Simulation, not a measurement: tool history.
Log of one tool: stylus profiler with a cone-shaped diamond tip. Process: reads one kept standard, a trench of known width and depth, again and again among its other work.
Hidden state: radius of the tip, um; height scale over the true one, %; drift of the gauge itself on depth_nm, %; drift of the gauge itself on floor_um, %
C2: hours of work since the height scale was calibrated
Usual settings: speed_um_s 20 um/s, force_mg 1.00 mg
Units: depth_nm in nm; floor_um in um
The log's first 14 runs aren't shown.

run 15 hour=459.6 | speed_um_s=20 force_mg=1.00 | scans_with_this_tip=5857 C2=508 | depth_nm=1006.55 floor_um=45.88
run 16 hour=485.3 | speed_um_s=20 force_mg=1.00 | scans_with_this_tip=6008 C2=521 | depth_nm=1006.90 floor_um=45.93
run 17 hour=523.8 | speed_um_s=20 force_mg=1.00 | scans_with_this_tip=6234 C2=540 | depth_nm=1007.02 floor_um=45.93
run 18 hour=546.7 | speed_um_s=18 force_mg=1.57 | scans_with_this_tip=6368 C2=552 | depth_nm=1008.86 floor_um=45.91
run 19 hour=581.8 | speed_um_s=11 force_mg=2.35 | scans_with_this_tip=6575 C2=570 | depth_nm=1010.02 floor_um=45.92
-- hour=586.4 height scale calibrated on a step standard
run 20 hour=604.9 | speed_um_s=13 force_mg=1.35 | scans_with_this_tip=6707 C2=9 | depth_nm=1009.40 floor_um=45.90
run 21 hour=645.5 | speed_um_s=55 force_mg=1.04 | scans_with_this_tip=6946 C2=30 | depth_nm=1007.93 floor_um=45.60
run 22 hour=684.5 | speed_um_s=17 force_mg=2.06 | scans_with_this_tip=7175 C2=50 | depth_nm=1011.41 floor_um=45.92
run 23 hour=732.0 | speed_um_s=17 force_mg=2.06 | scans_with_this_tip=7454 C2=74 | depth_nm=1011.28 floor_um=45.83
run 24 hour=770.8 | speed_um_s=17 force_mg=2.06 | scans_with_this_tip=7682 C2=94 | depth_nm=1011.33 floor_um=45.92
run 25 hour=807.9 | speed_um_s=17 force_mg=2.06 | scans_with_this_tip=7900 C2=113 | depth_nm=1011.03 floor_um=45.79
run 26 hour=855.3 | speed_um_s=17 force_mg=2.06 | scans_with_this_tip=8178 C2=137 | depth_nm=1011.22 floor_um=45.86
-- hour=878.8 height scale calibrated on a step standard, once more
run 27 hour=893.1 | speed_um_s=5 force_mg=0.68 | scans_with_this_tip=8398 C2=7 | depth_nm=1003.46 floor_um=45.88
run 28 hour=913.9 | speed_um_s=29 force_mg=0.51 | scans_with_this_tip=8520 C2=18 | depth_nm=1002.49 floor_um=45.51
run 29 hour=937.4 | speed_um_s=30 force_mg=0.50 | scans_with_this_tip=8658 C2=30 | depth_nm=1002.99 floor_um=45.49
run 30 hour=963.8 | speed_um_s=30 force_mg=0.50 | scans_with_this_tip=8813 C2=43 | depth_nm=1003.13 floor_um=45.57
run 31 hour=989.3 | speed_um_s=30 force_mg=0.50 | scans_with_this_tip=8963 C2=56 | depth_nm=1002.90 floor_um=45.51
run 32 hour=1015.7 | speed_um_s=14 force_mg=1.46 | scans_with_this_tip=9118 C2=70 | depth_nm=1006.55 floor_um=45.69

3 ways to go on from here, each from the tool as it stands after run 32. What would each give?
run A hour=1037.2 | speed_um_s=66 force_mg=2.43 | scans_with_this_tip=9244 C2=81 | depth_nm=? floor_um=?
run B hour=1037.2 | speed_um_s=11 force_mg=0.93 | scans_with_this_tip=9244 C2=81 | depth_nm=? floor_um=?
run C hour=1037.2 | speed_um_s=10 force_mg=0.36 | scans_with_this_tip=9244 C2=81 | depth_nm=? floor_um=?

run=A depth_nm=1008.76 floor_um=45.55
run=B depth_nm=1004.61 floor_um=45.77
run=C depth_nm=1002.59 floor_um=45.73
Without the tool's hidden state the same runs would have given:
run=A depth_nm=1008.50 floor_um=46.24
run=B depth_nm=1004.35 floor_um=46.46
run=C depth_nm=1002.34 floor_um=46.42
